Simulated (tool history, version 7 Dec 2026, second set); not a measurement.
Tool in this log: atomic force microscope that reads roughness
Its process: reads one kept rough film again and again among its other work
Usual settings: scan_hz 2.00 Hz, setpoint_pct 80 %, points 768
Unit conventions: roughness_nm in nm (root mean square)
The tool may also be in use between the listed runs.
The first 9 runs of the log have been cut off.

run   hour  scan_hz  setpoint_pct  points  roughness_nm
 10  111.8     2.00            88     768         1.371
 11  126.8     2.00            88     768         1.319
 12  143.0     2.00            80     408         1.258
 13  159.1     2.00            80     408         1.193
 14  174.2     2.00            80     408         1.149
 15  186.8     2.00            80     408         1.110
 16  199.7     2.00            80     408         1.068
 17  213.0     2.00            80     408         1.042
 18  226.7     2.00            80     768         1.010
     229.6  -- new tip fitted
 19  236.9     2.00            80     664         1.613
 20  245.8     2.00            80     768         1.552
 21  255.2     2.00            80     768         1.510
 22  266.2     2.00            80     768         1.447
 23  283.4     0.61            80     768         1.448
 24  297.7     0.61            80     768         1.380
 25  309.0     0.61            80     768         1.340
 26  325.7     0.61            80     768         1.260

Forecast run 27:
 27  340.1     1.54            57     425             ?

roughness_nm: 1.216 nm (root mean square)
Without the tool's hidden state the same run would have given roughness_nm 1.762 nm (root mean square).

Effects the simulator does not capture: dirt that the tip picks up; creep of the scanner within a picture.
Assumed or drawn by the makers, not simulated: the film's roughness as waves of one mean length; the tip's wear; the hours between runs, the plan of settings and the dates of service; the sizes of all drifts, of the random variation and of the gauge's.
